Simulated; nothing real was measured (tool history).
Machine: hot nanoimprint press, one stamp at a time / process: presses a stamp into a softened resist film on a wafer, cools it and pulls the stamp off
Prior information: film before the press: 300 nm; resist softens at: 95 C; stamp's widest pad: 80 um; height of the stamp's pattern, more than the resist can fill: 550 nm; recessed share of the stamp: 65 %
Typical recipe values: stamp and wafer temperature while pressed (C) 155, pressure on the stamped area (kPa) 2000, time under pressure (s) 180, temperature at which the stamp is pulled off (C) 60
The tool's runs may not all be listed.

| run | hour | stamp and wafer temperature while pressed (C) | pressure on the stamped area (kPa) | time under pressure (s) | temperature at which the stamp is pulled off (C) | resist left under the stamp's widest pad (Å) | greatest force while the stamp is pulled off (N) |
|---|---|---|---|---|---|---|---|
| 1 | 0 | 155 | 2000 | 180 | 60 | 1585 | 203 |
| 2 | 21.1 | 155 | 2000 | 180 | 60 | 1597 | 208 |
| 3 | 30.1 | 155 | 2000 | 180 | 60 | 1584 | 207 |
| 4 | 44.6 | 155 | 2000 | 180 | 60 | 1591 | 210 |
| 5 | 57.2 | 155 | 2000 | 180 | 60 | 1591 | 207 |
| 6 | 68.8 | 145 | 2000 | 180 | 60 | 2419 | 206 |
| 7 | 77.7 | 155 | 2100 | 180 | 60 | 1554 | 206 |
| 8 | 93.4 | 160 | 2720 | 231 | 65 | 948 | 197 |
|  | 104.9 | stamp cleaned and given a new release coat |
| 9 | 115.4 | 143 | 2000 | 180 | 53 | 2563 | 215 |
| 10 | 135.3 | 155 | 2000 | 202 | 60 | 1544 | 207 |
| 11 | 156.2 | 155 | 2000 | 202 | 60 | 1540 | 201 |
|  | 161 | plate thermocouple calibrated |
| 12 | 172.3 | 145 | 2000 | 189 | 52 | 2409 | 215 |
| 13 | 183.1 | 145 | 2000 | 189 | 52 | 2410 | 214 |

Each row is a separate what-if for the run after 13, all from the same tool condition, not one after another. Results?
| A | 203.5 | 145 | 2140 | 144 | 52 | ? | ? |
| B | 203.5 | 156 | 2730 | 180 | 48 | ? | ? |
| C | 203.5 | 155 | 2000 | 169 | 60 | ? | ? |

| run | resist left under the stamp's widest pad (Å) | greatest force while the stamp is pulled off (N) |
|---|---|---|
| A | 2471 | 217 |
| B | 1294 | 224 |
| C | 1644 | 202 |
What these runs would have given with no unlogged condition in the tool:
| run | resist left under the stamp's widest pad (Å) | greatest force while the stamp is pulled off (N) |
|---|---|---|
| A | 2449 | 217 |
| B | 1282 | 223 |
| C | 1629 | 201 |

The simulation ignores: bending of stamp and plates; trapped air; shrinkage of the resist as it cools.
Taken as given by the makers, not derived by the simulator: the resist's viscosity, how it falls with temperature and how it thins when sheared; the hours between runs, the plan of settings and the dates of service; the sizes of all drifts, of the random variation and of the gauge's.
